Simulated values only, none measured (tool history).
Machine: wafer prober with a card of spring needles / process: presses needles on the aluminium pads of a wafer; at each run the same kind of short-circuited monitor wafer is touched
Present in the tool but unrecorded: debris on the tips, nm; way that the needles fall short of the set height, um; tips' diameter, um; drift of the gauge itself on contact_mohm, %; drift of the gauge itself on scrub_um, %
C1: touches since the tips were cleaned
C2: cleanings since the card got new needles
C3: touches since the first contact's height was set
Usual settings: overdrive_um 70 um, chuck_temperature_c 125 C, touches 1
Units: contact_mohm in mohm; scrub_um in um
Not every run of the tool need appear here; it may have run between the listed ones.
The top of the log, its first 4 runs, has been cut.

{"hour": 102.1, "done": "height of the first contact set anew"}
{"hour": 108.2, "done": "tips cleaned on abrasive film"}
{"run": 5, "hour": 109.7, "overdrive_um": 70, "chuck_temperature_c": 42, "touches": 1, "C1": 671, "C2": 49, "C3": 3421, "contact_mohm": 182, "scrub_um": 11.89}
{"hour": 126.3, "done": "tips cleaned on abrasive film"}
{"run": 6, "hour": 140.1, "overdrive_um": 70, "chuck_temperature_c": 125, "touches": 1, "C1": 6299, "C2": 50, "C3": 17292, "contact_mohm": 259, "scrub_um": 11.87}
{"hour": 146.2, "done": "tips cleaned on abrasive film"}
{"run": 7, "hour": 157.1, "overdrive_um": 70, "chuck_temperature_c": 125, "touches": 1, "C1": 4982, "C2": 51, "C3": 25021, "contact_mohm": 251, "scrub_um": 11.88}
{"hour": 164.6, "done": "tips cleaned on abrasive film"}
{"hour": 182.0, "done": "tips cleaned on abrasive film"}
{"hour": 186.3, "done": "height of the first contact set anew, once more"}
{"run": 8, "hour": 190.3, "overdrive_um": 70, "chuck_temperature_c": 125, "touches": 1, "C1": 3656, "C2": 53, "C3": 1814, "contact_mohm": 239, "scrub_um": 12.14}
{"hour": 199.9, "done": "tips cleaned on abrasive film"}
{"run": 9, "hour": 209.4, "overdrive_um": 70, "chuck_temperature_c": 125, "touches": 1, "C1": 4357, "C2": 54, "C3": 10504, "contact_mohm": 247, "scrub_um": 12.13}
{"hour": 217.2, "done": "tips cleaned on abrasive film"}
{"run": 10, "hour": 232.2, "overdrive_um": 70, "chuck_temperature_c": 125, "touches": 1, "C1": 6881, "C2": 55, "C3": 20899, "contact_mohm": 253, "scrub_um": 12.1}
{"hour": 233.9, "done": "tips cleaned on abrasive film"}
{"hour": 252.6, "done": "tips cleaned on abrasive film"}
{"run": 11, "hour": 265.4, "overdrive_um": 70, "chuck_temperature_c": 125, "touches": 1, "C1": 5840, "C2": 57, "C3": 35977, "contact_mohm": 248, "scrub_um": 12.09}
{"hour": 270.8, "done": "tips cleaned on abrasive film"}
{"hour": 289.9, "done": "tips cleaned on abrasive film"}
{"run": 12, "hour": 296.9, "overdrive_um": 70, "chuck_temperature_c": 125, "touches": 1, "C1": 3184, "C2": 59, "C3": 50294, "contact_mohm": 235, "scrub_um": 12.08}
{"hour": 309.2, "done": "tips cleaned on abrasive film"}
{"hour": 327.0, "done": "tips cleaned on abrasive film"}
{"run": 13, "hour": 327.8, "overdrive_um": 70, "chuck_temperature_c": 125, "touches": 1, "C1": 353, "C2": 61, "C3": 64357, "contact_mohm": 189, "scrub_um": 12.05}
{"hour": 343.8, "done": "tips cleaned on abrasive film"}
{"hour": 361.3, "done": "tips cleaned on abrasive film"}
{"run": 14, "hour": 365.7, "overdrive_um": 70, "chuck_temperature_c": 125, "touches": 1, "C1": 2018, "C2": 63, "C3": 81597, "contact_mohm": 224, "scrub_um": 12.02}
{"hour": 377.8, "done": "tips cleaned on abrasive film"}
{"hour": 395.1, "done": "tips cleaned on abrasive film"}
{"run": 15, "hour": 395.1, "overdrive_um": 70, "chuck_temperature_c": 125, "touches": 1, "C1": 0, "C2": 65, "C3": 94983, "contact_mohm": 174, "scrub_um": 12.01}
{"hour": 412.5, "done": "tips cleaned on abrasive film"}
{"run": 16, "hour": 426.1, "overdrive_um": 70, "chuck_temperature_c": 125, "touches": 1, "C1": 6199, "C2": 66, "C3": 109077, "contact_mohm": 261, "scrub_um": 11.97}
{"hour": 429.3, "done": "tips cleaned on abrasive film"}
{"hour": 446.2, "done": "tips cleaned on abrasive film"}
{"hour": 463.2, "done": "tips cleaned on abrasive film"}
{"run": 17, "hour": 466.3, "overdrive_um": 71, "chuck_temperature_c": 66, "touches": 1, "C1": 1425, "C2": 69, "C3": 127340, "contact_mohm": 204, "scrub_um": 12.11}
{"hour": 482.1, "done": "tips cleaned on abrasive film"}
{"hour": 492.9, "done": "height of the first contact set anew"}
{"hour": 498.8, "done": "tips cleaned on abrasive film"}
{"run": 18, "hour": 498.9, "overdrive_um": 64, "chuck_temperature_c": 36, "touches": 3, "C1": 29, "C2": 71, "C3": 2672, "contact_mohm": 160, "scrub_um": 11.11}
{"hour": 516.8, "done": "tips cleaned on abrasive film"}
{"hour": 533.6, "done": "tips cleaned on abrasive film"}
{"run": 19, "hour": 535.9, "overdrive_um": 52, "chuck_temperature_c": 82, "touches": 1, "C1": 1062, "C2": 73, "C3": 19516, "contact_mohm": 241, "scrub_um": 8.99}
{"hour": 551.1, "done": "tips cleaned on abrasive film"}
{"run": 20, "hour": 563.8, "overdrive_um": 76, "chuck_temperature_c": 82, "touches": 1, "C1": 5827, "C2": 74, "C3": 32243, "contact_mohm": 238, "scrub_um": 13.12}
{"hour": 569.6, "done": "tips cleaned on abrasive film"}
{"hour": 587.9, "done": "tips cleaned on abrasive film"}
{"run": 21, "hour": 589.8, "overdrive_um": 70, "chuck_temperature_c": 125, "touches": 2, "C1": 886, "C2": 76, "C3": 44052, "contact_mohm": 191, "scrub_um": 12.07}
{"hour": 605.5, "done": "tips cleaned on abrasive film"}
{"hour": 622.7, "done": "tips cleaned on abrasive film"}
{"run": 22, "hour": 622.7, "overdrive_um": 83, "chuck_temperature_c": 78, "touches": 2, "C1": 0, "C2": 78, "C3": 59019, "contact_mohm": 158, "scrub_um": 14.3}
{"hour": 640.2, "done": "tips cleaned on abrasive film"}
{"hour": 658.1, "done": "tips cleaned on abrasive film"}
{"run": 23, "hour": 658.1, "overdrive_um": 83, "chuck_temperature_c": 78, "touches": 2, "C1": 0, "C2": 80, "C3": 75107, "contact_mohm": 163, "scrub_um": 14.26}
{"hour": 674.7, "done": "tips cleaned on abrasive film"}
{"run": 24, "hour": 674.7, "overdrive_um": 63, "chuck_temperature_c": 30, "touches": 1, "C1": 0, "C2": 81, "C3": 82653, "contact_mohm": 163, "scrub_um": 10.8}
{"hour": 693.9, "done": "tips cleaned on abrasive film"}
{"run": 25, "hour": 706.8, "overdrive_um": 63, "chuck_temperature_c": 30, "touches": 1, "C1": 5905, "C2": 82, "C3": 97300, "contact_mohm": 281, "scrub_um": 10.79}
{"hour": 711.4, "done": "tips cleaned on abrasive film"}
{"hour": 730.1, "done": "tips cleaned on abrasive film"}
{"run": 26, "hour": 730.2, "overdrive_um": 71, "chuck_temperature_c": 83, "touches": 2, "C1": 63, "C2": 84, "C3": 107927, "contact_mohm": 170, "scrub_um": 12.17}
{"hour": 747.0, "done": "tips cleaned on abrasive film"}
{"run": 27, "hour": 747.0, "overdrive_um": 56, "chuck_temperature_c": 125, "touches": 2, "C1": 0, "C2": 85, "C3": 115551, "contact_mohm": 178, "scrub_um": 9.56}
{"hour": 764.5, "done": "tips cleaned on abrasive film"}
{"hour": 780.9, "done": "tips cleaned on abrasive film"}
{"run": 28, "hour": 781.7, "overdrive_um": 59, "chuck_temperature_c": 125, "touches": 2, "C1": 334, "C2": 87, "C3": 131328, "contact_mohm": 189, "scrub_um": 10.02}
{"hour": 800.0, "done": "tips cleaned on abrasive film"}
{"hour": 800.3, "done": "height of the first contact set anew"}
{"hour": 817.9, "done": "tips cleaned on abrasive film"}
{"run": 29, "hour": 820.4, "overdrive_um": 83, "chuck_temperature_c": 32, "touches": 2, "C1": 1179, "C2": 89, "C3": 9173, "contact_mohm": 166, "scrub_um": 14.36}

The next listed run, before its measurement:
{"hour": 835.4, "done": "tips cleaned on abrasive film"}
{"run": 30, "hour": 843.9, "overdrive_um": 68, "chuck_temperature_c": 125, "touches": 2, "C1": 3911, "C2": 90, "C3": 19874, "contact_mohm": "?", "scrub_um": "?"}

For run 30 the tool returned contact_mohm 222 mohm, scrub_um 11.77 um.
On a tool with no hidden condition, and with the same random variation, this run would have come out at contact_mohm 168 mohm, scrub_um 11.80 um.
